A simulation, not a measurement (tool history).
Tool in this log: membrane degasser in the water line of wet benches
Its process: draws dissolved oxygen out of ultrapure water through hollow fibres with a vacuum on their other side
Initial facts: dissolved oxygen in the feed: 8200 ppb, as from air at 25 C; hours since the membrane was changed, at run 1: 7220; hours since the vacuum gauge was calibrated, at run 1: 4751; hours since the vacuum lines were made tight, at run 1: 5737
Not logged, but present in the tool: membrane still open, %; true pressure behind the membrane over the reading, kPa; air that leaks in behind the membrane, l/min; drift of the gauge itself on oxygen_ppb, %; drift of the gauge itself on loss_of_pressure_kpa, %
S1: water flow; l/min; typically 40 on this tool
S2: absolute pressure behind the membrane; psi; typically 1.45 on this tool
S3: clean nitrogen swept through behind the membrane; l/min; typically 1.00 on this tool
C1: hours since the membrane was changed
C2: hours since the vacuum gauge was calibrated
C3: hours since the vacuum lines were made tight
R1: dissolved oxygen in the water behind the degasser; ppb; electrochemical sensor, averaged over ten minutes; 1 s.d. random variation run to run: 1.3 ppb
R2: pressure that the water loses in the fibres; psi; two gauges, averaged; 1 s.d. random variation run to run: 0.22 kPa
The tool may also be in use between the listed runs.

run	day	S1	S2	S3	C1	C2	C3	R1	R2
1	0.000	40	1.45	1.00	7220	4751	5737	544.5	8.274
2	6.496	63	1.45	1.00	7376	4907	5892	773.2	13.114
3	13.817	40	1.45	1.00	7552	5083	6068	544.4	8.369
4	17.312	40	1.45	1.00	7636	5167	6152	544.7	8.316
5	22.750	40	1.45	1.00	7766	5297	6283	544.2	8.318
6	29.596	40	1.45	1.00	7931	5462	6447	545.1	8.369
7	36.817	40	1.45	1.00	8104	5635	6620	546.7	8.347
8	42.171	40	1.45	1.00	8232	5764	6749	547.7	8.361
9	45.596	40	1.45	0.86	8314	5846	6831	611.7	8.393
10	50.212	40	2.60	1.00	8425	5957	6942	1081.7	8.390
11	56.242	40	2.60	1.00	8570	6101	7086	1084.1	8.364
12	59.596	32	2.60	1.00	8651	6182	7167	913.7	6.727
13	65.904	32	2.60	1.00	8802	6333	7318	920.8	6.738
# day 66.392: vacuum gauge calibrated
14	70.433	32	2.60	1.00	8910	97	7427	924.7	6.682
15	74.308	40	1.45	1.00	9003	190	7520	555.2	8.412
16	78.321	40	1.45	1.00	9099	286	7616	558.6	8.367
17	86.133	63	2.89	0.70	9287	474	7803	2060.4	13.283
18	89.550	30	2.89	0.70	9369	556	7885	1277.7	6.311
19	93.633	41	1.09	2.21	9467	654	7983	202.5	8.591
# day 98.500: vacuum gauge calibrated, once more
20	100.017	55	1.13	0.69	9620	36	8136	604.5	11.590
21	104.371	61	1.13	0.44	9724	141	8241	834.9	12.872
22	108.479	51	1.13	1.16	9823	240	8339	403.0	10.682
23	113.650	50	2.39	1.72	9947	364	8463	773.8	10.433
24	118.275	40	1.20	1.72	10058	475	8574	262.2	8.460
25	122.321	53	1.74	0.87	10155	572	8671	912.1	11.191
26	129.579	26	1.25	2.82	10329	746	8846	120.6	5.451
27	133.504	26	1.25	2.82	10423	840	8940	120.0	5.469
28	139.483	26	1.25	2.82	10567	984	9083	120.7	5.561
29	144.162	32	2.68	0.63	10679	1096	9196	1298.1	6.792
30	151.858	45	2.10	0.48	10864	1281	9380	1477.8	9.575
31	156.346	40	1.04	1.00	10972	1388	9488	324.6	8.448
32	160.567	40	1.04	1.00	11073	1490	9589	325.7	8.514

Alternative continuations, all from the tool just after run 32; predict every row:
A	163.929	40	1.45	1.10	11153	1570	9670	?	?
B	163.929	25	1.36	1.24	11153	1570	9670	?	?
C	163.929	40	2.67	1.74	11153	1570	9670	?	?

run	R1	R2
A	496.4	8.489
B	277.2	5.310
C	724.7	8.466
The same runs, with their run-to-run variation unchanged, on a tool lacking any hidden condition would have given:
run	R1	R2
A	486.1	8.006
B	270.2	5.008
C	715.0	7.984
